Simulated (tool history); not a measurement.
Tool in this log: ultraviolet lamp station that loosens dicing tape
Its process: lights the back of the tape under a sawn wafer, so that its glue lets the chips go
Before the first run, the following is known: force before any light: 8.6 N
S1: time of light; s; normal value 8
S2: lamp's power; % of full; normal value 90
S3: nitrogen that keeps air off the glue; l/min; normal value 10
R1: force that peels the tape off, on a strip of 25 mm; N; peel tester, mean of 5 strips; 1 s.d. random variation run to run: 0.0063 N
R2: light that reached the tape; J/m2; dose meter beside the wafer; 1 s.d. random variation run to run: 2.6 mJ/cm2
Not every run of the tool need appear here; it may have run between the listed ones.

{"run": 1, "hour": 0.0, "S1": 8, "S2": 90, "S3": 10, "R1": 0.237, "R2": 2990}
{"run": 2, "hour": 71.2, "S1": 4, "S2": 90, "S3": 10, "R1": 1.117, "R2": 1510}
{"run": 3, "hour": 122.2, "S1": 4, "S2": 90, "S3": 10, "R1": 1.131, "R2": 1470}
{"run": 4, "hour": 173.3, "S1": 8, "S2": 90, "S3": 10, "R1": 0.248, "R2": 2930}
{"run": 5, "hour": 252.8, "S1": 8, "S2": 90, "S3": 10, "R1": 0.271, "R2": 2820}
{"run": 6, "hour": 329.4, "S1": 8, "S2": 90, "S3": 10, "R1": 0.271, "R2": 2780}
{"run": 7, "hour": 387.3, "S1": 8, "S2": 90, "S3": 16, "R1": 0.199, "R2": 2810}
{"run": 8, "hour": 437.7, "S1": 8, "S2": 90, "S3": 16, "R1": 0.206, "R2": 2780}
{"run": 9, "hour": 493.3, "S1": 15, "S2": 90, "S3": 16, "R1": 0.122, "R2": 5140}
{"run": 10, "hour": 552.8, "S1": 15, "S2": 90, "S3": 16, "R1": 0.117, "R2": 5020}
{"run": 11, "hour": 625.7, "S1": 8, "S2": 90, "S3": 10, "R1": 0.319, "R2": 2620}
{"run": 12, "hour": 701.2, "S1": 8, "S2": 90, "S3": 10, "R1": 0.335, "R2": 2570}
{"run": 13, "hour": 768.7, "S1": 8, "S2": 90, "S3": 10, "R1": 0.345, "R2": 2580}
{"run": 14, "hour": 838.4, "S1": 8, "S2": 86, "S3": 11, "R1": 0.357, "R2": 2390}
{"run": 15, "hour": 873.5, "S1": 8, "S2": 62, "S3": 9, "R1": 0.918, "R2": 1690}
{"run": 16, "hour": 922.5, "S1": 6, "S2": 60, "S3": 13, "R1": 1.336, "R2": 1220}
{"hour": 971.5, "done": "window cleaned of glue's vapour"}
{"run": 17, "hour": 978.0, "S1": 6, "S2": 60, "S3": 13, "R1": 1.025, "R2": 1450}
{"run": 18, "hour": 1034.5, "S1": 6, "S2": 60, "S3": 13, "R1": 1.056, "R2": 1400}

Run 19 has not been measured yet. What should we expect?
{"run": 19, "hour": 1093.0, "S1": 8, "S2": 90, "S3": 8, "R1": "?", "R2": "?"}

For run 19 the tool returned R1 0.335 N, R2 2810 J/m2.
With the hidden condition absent and the run-to-run variation left alone, this run would have shown R1 0.228 N, R2 3360 J/m2.

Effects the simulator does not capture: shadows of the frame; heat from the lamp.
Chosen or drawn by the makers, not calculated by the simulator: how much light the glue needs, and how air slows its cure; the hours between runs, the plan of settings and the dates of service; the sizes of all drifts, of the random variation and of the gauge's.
